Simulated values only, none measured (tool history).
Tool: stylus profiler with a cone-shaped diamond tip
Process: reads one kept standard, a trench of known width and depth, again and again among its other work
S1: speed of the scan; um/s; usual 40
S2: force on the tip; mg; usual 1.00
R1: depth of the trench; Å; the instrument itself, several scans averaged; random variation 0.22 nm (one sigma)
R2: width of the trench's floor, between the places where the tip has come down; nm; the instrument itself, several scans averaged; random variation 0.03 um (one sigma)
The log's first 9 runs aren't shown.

run,hour,S1,S2,R1,R2
10,390.0,11,1.00,10009.0,45520
11,448.4,40,1.32,10015.0,45280
# hour 453.1: height scale calibrated on a step standard
12,511.6,40,1.51,10006.3,45220
13,569.9,40,1.51,10003.3,45180
14,638.9,40,1.51,10000.2,45150
15,684.6,40,1.51,9999.8,45110
16,714.2,40,1.51,9998.2,45040
17,781.9,40,0.45,9978.2,44750
# hour 845.5: height scale calibrated on a step standard, once more
18,845.7,15,2.16,10054.9,45170
19,886.9,15,2.16,10056.8,45140
20,940.6,128,2.29,10052.8,44360
21,976.6,142,0.35,10016.2,42760
22,1021.6,142,0.35,10022.9,42700
23,1084.3,11,1.79,10045.0,45010
24,1126.8,11,1.79,10049.0,45030
25,1166.7,22,2.24,10056.3,44990
26,1227.5,22,2.24,10055.3,44990
27,1294.8,22,2.24,10051.0,44900
28,1355.3,88,1.00,10032.0,44080
29,1388.0,88,0.53,10016.6,43710
30,1430.3,34,1.14,10027.6,44590
31,1489.2,12,2.81,10055.6,44820
32,1549.7,24,1.27,10031.9,44620

Forecast each of these 4 alternatives for the next run:
A,1618.1,37,1.86,?,?
B,1618.1,33,2.93,?,?
C,1618.1,51,1.27,?,?
D,1618.1,21,1.00,?,?

run,R1,R2
A,10042.0,44520
B,10062.1,44580
C,10029.1,44310
D,10026.5,44620
Without the tool's hidden state the same runs would have given:
run,R1,R2
A,10047.9,46230
B,10068.0,46290
C,10035.0,46020
D,10032.4,46330
